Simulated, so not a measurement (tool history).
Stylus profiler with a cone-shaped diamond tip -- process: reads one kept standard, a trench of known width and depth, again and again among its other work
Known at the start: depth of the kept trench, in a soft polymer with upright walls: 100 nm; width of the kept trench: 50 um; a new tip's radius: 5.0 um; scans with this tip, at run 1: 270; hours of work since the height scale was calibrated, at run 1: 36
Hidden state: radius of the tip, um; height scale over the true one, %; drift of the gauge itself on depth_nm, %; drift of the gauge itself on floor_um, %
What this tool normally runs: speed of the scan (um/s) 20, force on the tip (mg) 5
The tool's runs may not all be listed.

run,day,speed of the scan (um/s),force on the tip (mg),scans with this tip,hours of work since the height scale was calibrated,depth of the trench (nm),width of the trench's floor (um)
1,0,20,5,270,36,101.87,47.87
2,0.908,20,12.47,389,52,103.47,47.88
3,2.192,20,4.8,557,75,101.87,47.88
4,3.192,20,5.47,688,93,102.06,47.83
5,4.4,20,5.47,846,114,102.04,47.83
6,5.533,20,8.57,994,134,102.74,47.76
7,6.554,20,8.57,1128,152,102.65,47.75
8,7.425,20,8.57,1242,167,102.8,47.75
9,8.879,20,8.57,1432,193,102.8,47.71
10,9.729,20,8.57,1543,208,102.82,47.78
11,10.896,20,5,1696,228,101.9,47.63
12,12.283,5,5,1878,253,101.93,47.69
13,13.533,29,5,2041,275,101.93,47.6
14,14.696,29,5,2193,295,101.94,47.59
15,15.908,29,5,2352,316,101.92,47.57
16,17.05,20,12.01,2501,337,103.5,47.54
17,17.812,20,5,2601,350,102.02,47.52
18,19.238,20,5,2788,375,102.04,47.52
19,20.325,57,3.03,2930,394,101.57,47.38
# day 20.442: height scale calibrated on a step standard
20,21.088,22,5,3027,11,102.07,47.45
21,21.954,22,5,3141,27,102.21,47.42
22,23.171,71,3.82,3300,48,101.8,47.35
23,24.371,6,5.23,3457,69,102.22,47.47
24,25.688,6,5.23,3629,92,102.08,47.41
25,26.562,22,3.79,3743,108,101.8,47.39
26,27.429,17,6.04,3857,123,102.33,47.38
# day 27.562: height scale calibrated on a step standard, once more
27,28.217,20,8.04,3957,11,102.55,47.34
28,29.608,5,4.13,4139,36,101.72,47.33
29,30.492,5,4.13,4255,52,101.71,47.27
30,31.417,76,1.86,4376,68,101.01,47.11
31,32.483,7,9.83,4515,87,103.09,47.34
32,33.288,13,2.88,4621,101,101.35,47.27
33,34.571,26,1.79,4789,123,101.06,47.16
34,36.029,26,1.79,4980,149,101.04,47.18
35,37.371,26,1.79,5155,173,101.08,47.13

How the hidden state differs across the entries between the runs, from the last listed run before each to the first after it:
Run 19 -> run 20: height scale calibrated on a step standard (day 20.442)
  radius of the tip, um: 7.75 -> 7.83; height scale over the true one, %: 0.16 -> 0.226
  measured less the result without the state, depth of the trench (nm): +0.16 -> +0.23; width of the trench's floor (um): -0.49 -> -0.51
Run 26 -> run 27: height scale calibrated on a step standard, once more (day 27.562)
  radius of the tip, um: 8.56 -> 8.64; height scale over the true one, %: 0.275 -> 0.054
  measured less the result without the state, depth of the trench (nm): +0.28 -> +0.06; width of the trench's floor (um): -0.62 -> -0.63

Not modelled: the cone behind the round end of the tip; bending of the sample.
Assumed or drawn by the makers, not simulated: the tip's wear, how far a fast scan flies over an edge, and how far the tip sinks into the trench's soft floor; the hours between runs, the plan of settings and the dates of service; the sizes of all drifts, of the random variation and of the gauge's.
